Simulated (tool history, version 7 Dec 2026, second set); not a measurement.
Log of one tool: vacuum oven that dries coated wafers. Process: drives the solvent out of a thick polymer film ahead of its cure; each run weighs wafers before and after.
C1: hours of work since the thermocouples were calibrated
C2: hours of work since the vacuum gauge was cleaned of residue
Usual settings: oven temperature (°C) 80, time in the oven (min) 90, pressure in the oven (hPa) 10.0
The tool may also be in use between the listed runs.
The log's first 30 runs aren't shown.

run 31 hour=517.4 | oven_temperature_(°C)=77 time_in_the_oven_(min)=134 pressure_in_the_oven_(hPa)=25.4 | C1=652 C2=1034 | solvent_left_in_the_film_(%)=4.71
run 32 hour=532.9 | oven_temperature_(°C)=77 time_in_the_oven_(min)=134 pressure_in_the_oven_(hPa)=25.4 | C1=663 C2=1046 | solvent_left_in_the_film_(%)=4.75
run 33 hour=547.9 | oven_temperature_(°C)=74 time_in_the_oven_(min)=51 pressure_in_the_oven_(hPa)=23.1 | C1=674 C2=1057 | solvent_left_in_the_film_(%)=8.41
-- hour=551.6 vacuum gauge cleaned of residue and calibrated
run 34 hour=571.0 | oven_temperature_(°C)=76 time_in_the_oven_(min)=89 pressure_in_the_oven_(hPa)=5.9 | C1=690 C2=14 | solvent_left_in_the_film_(%)=3.53
run 35 hour=593.2 | oven_temperature_(°C)=76 time_in_the_oven_(min)=89 pressure_in_the_oven_(hPa)=5.9 | C1=707 C2=31 | solvent_left_in_the_film_(%)=3.67
run 36 hour=615.5 | oven_temperature_(°C)=68 time_in_the_oven_(min)=55 pressure_in_the_oven_(hPa)=5.9 | C1=724 C2=48 | solvent_left_in_the_film_(%)=8.16
-- hour=629.1 vacuum gauge cleaned of residue and calibrated, once more
run 37 hour=634.7 | oven_temperature_(°C)=70 time_in_the_oven_(min)=90 pressure_in_the_oven_(hPa)=7.8 | C1=737 C2=4 | solvent_left_in_the_film_(%)=4.97
run 38 hour=657.6 | oven_temperature_(°C)=70 time_in_the_oven_(min)=90 pressure_in_the_oven_(hPa)=7.8 | C1=754 C2=21 | solvent_left_in_the_film_(%)=4.95
run 39 hour=678.8 | oven_temperature_(°C)=80 time_in_the_oven_(min)=150 pressure_in_the_oven_(hPa)=5.8 | C1=770 C2=37 | solvent_left_in_the_film_(%)=0.98
run 40 hour=701.2 | oven_temperature_(°C)=93 time_in_the_oven_(min)=90 pressure_in_the_oven_(hPa)=10.0 | C1=786 C2=54 | solvent_left_in_the_film_(%)=0.87
run 41 hour=715.5 | oven_temperature_(°C)=93 time_in_the_oven_(min)=90 pressure_in_the_oven_(hPa)=10.0 | C1=797 C2=64 | solvent_left_in_the_film_(%)=0.85
run 42 hour=727.6 | oven_temperature_(°C)=80 time_in_the_oven_(min)=68 pressure_in_the_oven_(hPa)=10.0 | C1=806 C2=73 | solvent_left_in_the_film_(%)=3.44
run 43 hour=742.7 | oven_temperature_(°C)=94 time_in_the_oven_(min)=149 pressure_in_the_oven_(hPa)=9.4 | C1=817 C2=85 | solvent_left_in_the_film_(%)=0.76
run 44 hour=754.5 | oven_temperature_(°C)=94 time_in_the_oven_(min)=149 pressure_in_the_oven_(hPa)=9.4 | C1=826 C2=93 | solvent_left_in_the_film_(%)=0.73
run 45 hour=774.2 | oven_temperature_(°C)=94 time_in_the_oven_(min)=149 pressure_in_the_oven_(hPa)=9.4 | C1=841 C2=108 | solvent_left_in_the_film_(%)=0.61
run 46 hour=797.3 | oven_temperature_(°C)=84 time_in_the_oven_(min)=76 pressure_in_the_oven_(hPa)=6.1 | C1=858 C2=125 | solvent_left_in_the_film_(%)=1.82
run 47 hour=808.6 | oven_temperature_(°C)=77 time_in_the_oven_(min)=56 pressure_in_the_oven_(hPa)=19.8 | C1=866 C2=134 | solvent_left_in_the_film_(%)=6.36
run 48 hour=823.0 | oven_temperature_(°C)=83 time_in_the_oven_(min)=73 pressure_in_the_oven_(hPa)=12.9 | C1=877 C2=144 | solvent_left_in_the_film_(%)=2.91

Forecast each of these 3 alternatives for the next run:
run A hour=840.2 | oven_temperature_(°C)=90 time_in_the_oven_(min)=90 pressure_in_the_oven_(hPa)=10.0 | C1=890 C2=157 | solvent_left_in_the_film_(%)=?
run B hour=840.2 | oven_temperature_(°C)=83 time_in_the_oven_(min)=69 pressure_in_the_oven_(hPa)=5.2 | C1=890 C2=157 | solvent_left_in_the_film_(%)=?
run C hour=840.2 | oven_temperature_(°C)=80 time_in_the_oven_(min)=100 pressure_in_the_oven_(hPa)=12.9 | C1=890 C2=157 | solvent_left_in_the_film_(%)=?

run=A solvent_left_in_the_film_(%)=1.13
run=B solvent_left_in_the_film_(%)=2.28
run=C solvent_left_in_the_film_(%)=2.72
Without the tool's hidden state the same runs would have given:
run=A solvent_left_in_the_film_(%)=1.01
run=B solvent_left_in_the_film_(%)=2.03
run=C solvent_left_in_the_film_(%)=2.46

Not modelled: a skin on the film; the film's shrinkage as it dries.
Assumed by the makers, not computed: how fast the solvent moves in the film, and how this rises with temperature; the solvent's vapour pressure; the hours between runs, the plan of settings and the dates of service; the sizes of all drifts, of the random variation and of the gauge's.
